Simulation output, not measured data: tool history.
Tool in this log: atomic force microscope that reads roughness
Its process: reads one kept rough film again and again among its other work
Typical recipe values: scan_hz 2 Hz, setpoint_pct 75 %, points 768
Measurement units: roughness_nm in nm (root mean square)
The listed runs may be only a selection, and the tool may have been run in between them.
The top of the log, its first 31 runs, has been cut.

Run 32, hour 492.5: usual settings but scan_hz 1.48 Hz, setpoint_pct 81 %, points 310. Result: roughness_nm 2.045 nm (root mean square).
At hour 503.5: new tip fitted.
Run 33, hour 516.6: usual settings but setpoint_pct 61 %, points 529. Result: roughness_nm 2.297 nm (root mean square).
Run 34, hour 527.7: usual settings but scan_hz 1.03 Hz, setpoint_pct 73 %, points 883. Result: roughness_nm 2.268 nm (root mean square).
Run 35, hour 549.8: usual settings but scan_hz 2.29 Hz, setpoint_pct 58 %, points 539. Result: roughness_nm 2.263 nm (root mean square).
Run 36, hour 565.1: usual settings but scan_hz 1.05 Hz, setpoint_pct 70 %, points 380. Result: roughness_nm 2.231 nm (root mean square).
Run 37, hour 576.1: usual settings but scan_hz 0.71 Hz, setpoint_pct 65 %, points 380. Result: roughness_nm 2.256 nm (root mean square).
Run 38, hour 598.7: usual settings but scan_hz 2.83 Hz, setpoint_pct 68 %. Result: roughness_nm 2.087 nm (root mean square).
Run 39, hour 619.5: usual settings but scan_hz 1.13 Hz, points 373. Result: roughness_nm 2.155 nm (root mean square).
At hour 643.7: new tip fitted.
Run 40, hour 643.7: usual settings but scan_hz 1.13 Hz, points 373. Result: roughness_nm 2.273 nm (root mean square).
Run 41, hour 663.6: usual settings but scan_hz 1.13 Hz, points 373. Result: roughness_nm 2.264 nm (root mean square).

Branching from run 41: 5 alternative next runs. What would each branch give?
Run A, hour 675.5: usual settings but scan_hz 2.44 Hz, setpoint_pct 56 %. Result: roughness_nm ?.
Run B, hour 675.5: usual settings but scan_hz 2.5 Hz, setpoint_pct 60 %. Result: roughness_nm ?.
Run C, hour 675.5: usual settings but scan_hz 1.84 Hz. Result: roughness_nm ?.
Run D, hour 675.5: usual settings but scan_hz 1.28 Hz. Result: roughness_nm ?.
Run E, hour 675.5: usual settings but scan_hz 1.13 Hz, setpoint_pct 79 %, points 373. Result: roughness_nm ?.

run  roughness_nm
  A         2.287
  B         2.247
  C         2.197
  D         2.228
  E         2.234
Take away the tool's hidden state, keep each run's random variation, and the runs would have read:
run  roughness_nm
  A         2.345
  B         2.304
  C         2.252
  D         2.285
  E         2.291
